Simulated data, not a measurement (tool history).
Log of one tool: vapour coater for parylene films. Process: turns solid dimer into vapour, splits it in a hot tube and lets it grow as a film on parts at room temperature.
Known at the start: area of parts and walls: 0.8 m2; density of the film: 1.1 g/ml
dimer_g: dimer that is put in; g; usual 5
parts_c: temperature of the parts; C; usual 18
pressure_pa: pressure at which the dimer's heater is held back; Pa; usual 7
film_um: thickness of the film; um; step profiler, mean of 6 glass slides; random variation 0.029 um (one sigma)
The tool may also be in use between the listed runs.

Run 1, hour 0: usual settings. Result: film_um 2.4 um.
Run 2, hour 14.3: usual settings but dimer_g 3 g. Result: film_um 1.43 um.
Run 3, hour 28.9: usual settings but dimer_g 3 g. Result: film_um 1.41 um.
Run 4, hour 41: usual settings but dimer_g 3 g. Result: film_um 1.46 um.
Run 5, hour 54.1: usual settings but dimer_g 3 g. Result: film_um 1.44 um.
Run 6, hour 67.7: usual settings but dimer_g 3 g. Result: film_um 1.44 um.
Run 7, hour 80: usual settings but dimer_g 3 g. Result: film_um 1.44 um.
Run 8, hour 87.1: usual settings. Result: film_um 2.32 um.
Run 9, hour 94.6: usual settings but parts_c 20 C. Result: film_um 2.25 um.
Run 10, hour 106.6: usual settings but parts_c 20 C. Result: film_um 2.15 um.
Run 11, hour 119.6: usual settings but dimer_g 3 g, parts_c 20 C. Result: film_um 1.3 um.
Run 12, hour 134.2: usual settings but dimer_g 3 g, parts_c 20 C. Result: film_um 1.29 um.
Run 13, hour 142.5: usual settings but dimer_g 3 g, parts_c 20 C. Result: film_um 1.33 um.
Run 14, hour 155: usual settings but dimer_g 3 g, parts_c 20 C. Result: film_um 1.32 um.
Run 15, hour 164.3: usual settings. Result: film_um 2.31 um.
Run 16, hour 177.1: usual settings but dimer_g 4 g. Result: film_um 1.87 um.
Run 17, hour 185.5: usual settings but dimer_g 4 g, pressure_pa 8.81 Pa. Result: film_um 1.76 um.
Run 18, hour 198.2: usual settings but dimer_g 4 g, pressure_pa 8.81 Pa. Result: film_um 1.75 um.
Run 19, hour 211: usual settings but dimer_g 4 g, pressure_pa 8.81 Pa. Result: film_um 1.75 um.
At hour 218.3: trap's valve overhauled.
Run 20, hour 226.5: usual settings. Result: film_um 2.57 um.
Run 21, hour 239.1: usual settings. Result: film_um 2.54 um.
Run 22, hour 254.5: usual settings but dimer_g 3 g, pressure_pa 9.18 Pa. Result: film_um 1.46 um.
Run 23, hour 269.4: usual settings but parts_c 22 C, pressure_pa 2.97 Pa. Result: film_um 2.66 um.
Run 24, hour 281.2: usual settings but parts_c 22 C, pressure_pa 2.97 Pa. Result: film_um 2.63 um.

The next listed run, before its measurement:
Run 25, hour 290.6: usual settings but pressure_pa 2.19 Pa. Result: film_um ?.

{"run 25": {"film_um": 3.23}}
Without the tool's hidden state the same run would have given film_um 3.29 um.
